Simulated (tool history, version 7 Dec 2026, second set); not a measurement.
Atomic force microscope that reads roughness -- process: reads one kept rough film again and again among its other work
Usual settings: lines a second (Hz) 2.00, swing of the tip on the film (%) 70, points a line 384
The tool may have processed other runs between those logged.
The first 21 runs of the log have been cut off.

| run | hour | lines a second (Hz) | swing of the tip on the film (%) | points a line | pictures with this tip | hours of work since the height scale was calibrated | roughness of the kept film (nm (root mean square)) |
|---|---|---|---|---|---|---|---|
| 22 | 334.4 | 2.00 | 70 | 955 | 184 | 235 | 3.057 |
|  | 337.9 | new tip fitted |
| 23 | 347.4 | 2.00 | 70 | 955 | 9 | 242 | 3.103 |
| 24 | 361.3 | 1.73 | 70 | 495 | 21 | 250 | 3.142 |
| 25 | 382.4 | 2.00 | 72 | 466 | 39 | 261 | 3.063 |
| 26 | 397.1 | 2.00 | 72 | 812 | 52 | 270 | 3.039 |
| 27 | 420.5 | 1.80 | 58 | 812 | 72 | 282 | 3.216 |
| 28 | 440.1 | 1.80 | 58 | 812 | 89 | 293 | 3.193 |
| 29 | 457.6 | 1.80 | 58 | 812 | 105 | 303 | 3.221 |
| 30 | 469.5 | 1.80 | 64 | 444 | 115 | 310 | 3.163 |
| 31 | 485.6 | 1.80 | 64 | 444 | 129 | 318 | 3.136 |
| 32 | 500.4 | 2.00 | 63 | 421 | 142 | 327 | 3.163 |
| 33 | 512.4 | 3.52 | 83 | 384 | 152 | 333 | 2.613 |
| 34 | 532.7 | 1.34 | 62 | 679 | 170 | 344 | 3.220 |
| 35 | 546.4 | 1.34 | 62 | 679 | 182 | 352 | 3.210 |
|  | 551.3 | new tip fitted |
| 36 | 559.8 | 3.04 | 62 | 590 | 7 | 359 | 3.099 |
| 37 | 579.5 | 0.81 | 79 | 1022 | 24 | 370 | 3.183 |
| 38 | 602.1 | 2.00 | 56 | 384 | 44 | 382 | 3.221 |
| 39 | 620.2 | 0.89 | 64 | 497 | 60 | 392 | 3.215 |

Here are 3 independent what-if runs from the current tool condition. What would each one return?
| A | 630.9 | 1.14 | 58 | 497 | 69 | 398 | ? |
| B | 630.9 | 2.06 | 84 | 845 | 69 | 398 | ? |
| C | 630.9 | 0.89 | 80 | 760 | 69 | 398 | ? |

| run | roughness of the kept film (nm (root mean square)) |
|---|---|
| A | 3.239 |
| B | 2.846 |
| C | 3.123 |
Without the tool's hidden state the same runs would have given:
| run | roughness of the kept film (nm (root mean square)) |
|---|---|
| A | 3.245 |
| B | 2.852 |
| C | 3.129 |
